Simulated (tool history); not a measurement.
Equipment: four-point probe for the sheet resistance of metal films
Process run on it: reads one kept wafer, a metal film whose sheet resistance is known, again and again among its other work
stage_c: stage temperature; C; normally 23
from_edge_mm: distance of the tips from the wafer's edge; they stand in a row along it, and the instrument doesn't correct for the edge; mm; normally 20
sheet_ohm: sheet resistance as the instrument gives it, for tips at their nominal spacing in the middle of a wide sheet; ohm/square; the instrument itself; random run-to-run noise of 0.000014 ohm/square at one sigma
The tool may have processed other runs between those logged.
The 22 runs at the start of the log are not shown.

run	hour	stage_c	from_edge_mm	touches since the probe head was changed	hours of work since the stage's thermometer was calibrated	sheet_ohm
23	437.4	33	37	46363	10	0.069807
24	451.1	29	7	46718	15	0.070391
25	471.1	29	7	47237	23	0.070390
26	488.1	29	7	47679	30	0.070405
27	510.7	29	4	48265	40	0.071030
28	523.0	29	4	48584	45	0.071041
29	537.7	29	4	48964	51	0.071062
30	554.5	29	4	49401	57	0.071062

Run 31, settings as shown, results not yet in. Your forecast:
31	577.7	29	4	50002	67	?

Run 31 gave sheet_ohm 0.071060 ohm/square.
With no hidden state in the tool, this same run would have given sheet_ohm 0.070663 ohm/square.

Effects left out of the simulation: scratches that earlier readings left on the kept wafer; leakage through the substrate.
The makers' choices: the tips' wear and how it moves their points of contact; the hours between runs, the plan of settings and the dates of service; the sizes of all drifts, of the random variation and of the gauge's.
